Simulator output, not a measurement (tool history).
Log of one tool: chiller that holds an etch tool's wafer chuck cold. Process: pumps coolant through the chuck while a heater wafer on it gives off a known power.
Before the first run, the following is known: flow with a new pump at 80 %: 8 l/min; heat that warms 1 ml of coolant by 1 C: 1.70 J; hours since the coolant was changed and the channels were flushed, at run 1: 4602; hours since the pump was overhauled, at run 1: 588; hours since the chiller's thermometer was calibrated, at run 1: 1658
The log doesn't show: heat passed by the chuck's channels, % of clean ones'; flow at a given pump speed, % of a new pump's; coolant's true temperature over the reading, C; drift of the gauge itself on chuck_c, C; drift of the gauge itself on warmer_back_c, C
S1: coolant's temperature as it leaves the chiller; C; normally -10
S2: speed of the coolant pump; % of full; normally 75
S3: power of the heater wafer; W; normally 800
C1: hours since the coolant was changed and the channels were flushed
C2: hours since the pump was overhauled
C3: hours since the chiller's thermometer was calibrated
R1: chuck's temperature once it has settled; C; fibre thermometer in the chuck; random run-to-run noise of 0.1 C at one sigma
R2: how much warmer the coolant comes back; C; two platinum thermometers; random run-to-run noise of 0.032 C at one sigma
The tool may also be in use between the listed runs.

| run | hour | S1 | S2 | S3 | C1 | C2 | C3 | R1 | R2 |
|---|---|---|---|---|---|---|---|---|---|
| 1 | 0 | -10 | 75 | 800 | 4602 | 588 | 1658 | -3 | 3.77 |
| 2 | 26.7 | -10 | 75 | 800 | 4629 | 615 | 1684 | -3.2 | 3.81 |
| 3 | 55 | -10 | 75 | 800 | 4657 | 643 | 1713 | -3 | 3.83 |
| 4 | 97 | -16 | 75 | 800 | 4699 | 685 | 1755 | -8.7 | 3.75 |
| 5 | 123.6 | -10 | 75 | 451 | 4726 | 712 | 1781 | -6.1 | 2.12 |
| 6 | 144.4 | -10 | 75 | 451 | 4746 | 733 | 1802 | -6.3 | 2.11 |
| 7 | 178.4 | -10 | 75 | 451 | 4780 | 767 | 1836 | -6.1 | 2.17 |
| 8 | 221.9 | -10 | 75 | 800 | 4824 | 810 | 1880 | -3.2 | 3.8 |
| 9 | 265.4 | -10 | 75 | 800 | 4867 | 854 | 1923 | -3 | 3.82 |
| 10 | 308.8 | -10 | 75 | 800 | 4911 | 897 | 1966 | -2.9 | 3.86 |
| 11 | 337.6 | -10 | 75 | 800 | 4940 | 926 | 1995 | -2.8 | 3.84 |
| 12 | 364.1 | -10 | 75 | 800 | 4966 | 952 | 2022 | -2.8 | 3.9 |
|  | 373.6 | coolant pump overhauled |
| 13 | 408.3 | -10 | 75 | 800 | 5005 | 35 | 2061 | -2.9 | 3.81 |
| 14 | 457.4 | -10 | 76 | 800 | 5054 | 84 | 2110 | -3 | 3.84 |
| 15 | 487.4 | -10 | 76 | 800 | 5084 | 114 | 2140 | -2.9 | 3.87 |
| 16 | 508 | -10 | 76 | 800 | 5105 | 134 | 2161 | -3 | 3.78 |
|  | 533.3 | coolant pump overhauled, once more |
| 17 | 536 | -4 | 63 | 602 | 5128 | 3 | 2184 | 2.2 | 3.46 |
| 18 | 575.9 | -4 | 63 | 602 | 5168 | 43 | 2224 | 2.1 | 3.51 |
| 19 | 623.5 | -4 | 63 | 602 | 5215 | 90 | 2271 | 2.3 | 3.52 |
| 20 | 668.3 | -10 | 84 | 800 | 5260 | 135 | 2316 | -3.8 | 3.39 |
| 21 | 695.2 | -5 | 83 | 747 | 5287 | 162 | 2343 | 0.9 | 3.17 |
| 22 | 719.8 | -11 | 83 | 1040 | 5312 | 186 | 2367 | -2.8 | 4.39 |
| 23 | 761.3 | -8 | 63 | 790 | 5353 | 228 | 2409 | 0.3 | 4.58 |
| 24 | 808.3 | -3 | 63 | 994 | 5400 | 275 | 2456 | 7.3 | 5.78 |
| 25 | 844.6 | -10 | 82 | 465 | 5437 | 311 | 2492 | -6.4 | 2.04 |
| 26 | 869.5 | -10 | 82 | 465 | 5461 | 336 | 2517 | -6.2 | 2.01 |
| 27 | 905.8 | -10 | 64 | 901 | 5498 | 372 | 2553 | -0.7 | 5.15 |
| 28 | 932.4 | -17 | 70 | 420 | 5524 | 399 | 2580 | -13.1 | 2.19 |
| 29 | 952.6 | -15 | 70 | 854 | 5545 | 419 | 2600 | -7 | 4.47 |
| 30 | 979.4 | -17 | 70 | 770 | 5571 | 446 | 2627 | -10 | 3.92 |
| 31 | 1022.4 | -17 | 70 | 770 | 5614 | 489 | 2670 | -9.7 | 3.99 |
| 32 | 1059.9 | -13 | 73 | 728 | 5652 | 527 | 2708 | -6.4 | 3.64 |

Measured minus without-hidden-state, run by run (identical run-to-run variation in each term; gauge scatter may differ):
| run | R1 | R2 |
|---|---|---|
| 1 | +0.5 | +0.01 |
| 2 | +0.4 | +0.01 |
| 3 | +0.4 | +0.02 |
| 4 | +0.4 | +0.02 |
| 5 | +0.2 | +0.02 |
| 6 | +0.1 | +0.01 |
| 7 | +0.2 | +0.01 |
| 8 | +0.4 | +0.03 |
| 9 | +0.5 | +0.03 |
| 10 | +0.5 | +0.03 |
| 11 | +0.5 | +0.04 |
| 12 | +0.5 | +0.04 |
| 13 | +0.5 | +0.06 |
| 14 | +0.5 | +0.06 |
| 15 | +0.5 | +0.07 |
| 16 | +0.5 | +0.07 |
| 17 | +0.3 | +0.01 |
| 18 | +0.4 | +0.02 |
| 19 | +0.3 | +0.02 |
| 20 | +0.4 | +0.01 |
| 21 | +0.4 | +0.02 |
| 22 | +0.6 | +0.03 |
| 23 | +0.6 | +0.03 |
| 24 | +0.8 | +0.04 |
| 25 | +0.2 | +0.02 |
| 26 | +0.2 | +0.02 |
| 27 | +0.7 | +0.05 |
| 28 | +0.2 | +0.03 |
| 29 | +0.6 | +0.05 |
| 30 | +0.5 | +0.04 |
| 31 | +0.5 | +0.04 |
| 32 | +0.4 | +0.04 |

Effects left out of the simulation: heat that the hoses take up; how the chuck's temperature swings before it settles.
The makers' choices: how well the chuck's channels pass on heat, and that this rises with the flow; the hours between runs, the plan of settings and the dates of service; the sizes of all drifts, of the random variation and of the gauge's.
